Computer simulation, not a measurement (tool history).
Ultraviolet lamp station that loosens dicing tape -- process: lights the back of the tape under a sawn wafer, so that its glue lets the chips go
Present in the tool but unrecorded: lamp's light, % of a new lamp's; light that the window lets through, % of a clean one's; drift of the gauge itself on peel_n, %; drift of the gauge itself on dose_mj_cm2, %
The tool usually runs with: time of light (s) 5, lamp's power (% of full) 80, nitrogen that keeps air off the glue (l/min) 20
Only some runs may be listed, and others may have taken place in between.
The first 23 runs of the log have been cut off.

run,day,time of light (s),lamp's power (% of full),nitrogen that keeps air off the glue (l/min),hours of work of the lamp,hours of work since the window was cleaned,force that peels the tape off (N),light that reached the tape (J/m2)
24,18.496,3,74,14,364,40,1.527,2270
25,19.65,7,62,32,379,55,0.193,4390
26,20.346,5,95,20,387,63,0.204,4790
27,21.308,7,74,20,399,75,0.187,5080
28,22.175,2,84,20,410,86,2.122,1590
29,22.858,2,80,10,419,95,3.211,1590
30,23.846,5,66,18,431,107,0.613,3130
31,24.388,5,66,18,438,114,0.633,3180
32,24.9,5,80,9,444,120,0.761,3830
33,25.6,5,80,9,453,129,0.784,3760
34,26.3,7,80,6,461,138,0.547,5210
35,27.375,8,78,31,475,151,0.134,5770
36,28.35,6,78,31,487,163,0.203,4290
37,28.983,6,78,31,495,171,0.203,4300
38,29.471,4,82,31,501,177,0.484,2930
39,30.375,3,61,10,512,188,3.021,1640
40,31.042,3,80,8,520,197,2.432,2110
41,31.712,7,62,9,529,205,0.76,3790
42,32.296,7,84,20,536,212,0.187,5100
43,32.888,7,84,20,544,220,0.193,5030
44,33.754,7,84,20,554,230,0.178,5030

Below are 4 alternative next runs, each starting from the tool's condition after run 44. Predict each:
A,34.783,5,74,22,567,243,?,?
B,34.783,3,64,10,567,243,?,?
C,34.783,4,70,28,567,243,?,?
D,34.783,4,69,20,567,243,?,?

run,force that peels the tape off (N),light that reached the tape (J/m2)
A,0.567,3070
B,3.02,1580
C,0.836,2330
D,1.183,2320
Without the tool's hidden state the same runs would have given:
run,force that peels the tape off (N),light that reached the tape (J/m2)
A,0.234,4470
B,1.805,2310
C,0.34,3390
D,0.508,3360

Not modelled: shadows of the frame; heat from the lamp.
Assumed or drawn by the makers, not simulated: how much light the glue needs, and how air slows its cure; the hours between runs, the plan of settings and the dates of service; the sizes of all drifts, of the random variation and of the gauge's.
